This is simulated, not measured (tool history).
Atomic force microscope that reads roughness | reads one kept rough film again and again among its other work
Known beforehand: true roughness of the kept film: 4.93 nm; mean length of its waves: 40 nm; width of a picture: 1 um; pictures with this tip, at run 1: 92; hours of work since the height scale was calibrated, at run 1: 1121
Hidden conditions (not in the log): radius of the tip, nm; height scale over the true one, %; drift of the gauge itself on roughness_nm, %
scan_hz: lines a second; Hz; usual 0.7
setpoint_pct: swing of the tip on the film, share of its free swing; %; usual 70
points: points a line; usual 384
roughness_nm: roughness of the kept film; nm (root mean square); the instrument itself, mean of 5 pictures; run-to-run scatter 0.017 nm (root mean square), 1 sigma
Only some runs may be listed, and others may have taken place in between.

run,hour,scan_hz,setpoint_pct,points,pictures with this tip,hours of work since the height scale was calibrated,roughness_nm
1,0,0.7,70,384,92,1121,3.72
2,40.1,0.7,70,384,187,1151,3.354
# hour 61.4: new tip fitted
3,81.5,0.7,70,384,48,1180,3.874
4,129.3,0.7,70,384,162,1215,3.423
# hour 164.2: new tip fitted
5,188.3,1.58,70,384,57,1258,3.77
6,228.4,1.58,70,384,153,1287,3.378
# hour 267: new tip fitted
7,277,2.607,70,384,24,1322,3.74
8,336.5,2.607,70,384,166,1366,3.178
# hour 367.9: new tip fitted
9,377.2,0.613,70,384,23,1395,4.111
10,409.1,0.613,70,384,99,1418,3.719
11,465,0.613,70,384,232,1459,3.135
# hour 468.4: new tip fitted
12,516.7,0.613,70,384,115,1497,3.606
13,548,2.753,56,484,189,1520,3.233
# hour 568.8: new tip fitted
14,615.8,2.753,56,551,112,1569,3.563
15,659.8,1.088,56,438,216,1601,3.252
# hour 669.1: new tip fitted
16,721.3,1.104,56,650,125,1645,3.529
# hour 770.1: new tip fitted
17,783.4,0.611,77,660,31,1690,4.043
18,821.1,1.331,77,487,121,1718,3.442
19,856.9,1.331,77,487,207,1744,3.088
# hour 870.8: new tip fitted
20,906.9,1.331,77,487,86,1780,3.578
# hour 972.1: new tip fitted
21,976.5,1.331,77,487,10,1831,3.981

Branching from run 21: 3 alternative next runs. What would each branch give?
A,1032.1,2.725,59,487,143,1871,?
B,1032.1,2.933,70,384,143,1871,?
C,1032.1,1.1,70,384,143,1871,?

run,roughness_nm
A,3.377
B,3.185
C,3.428
With the hidden condition removed and each run's random variation left untouched, the same runs would have given:
run,roughness_nm
A,4.134
B,3.9
C,4.2
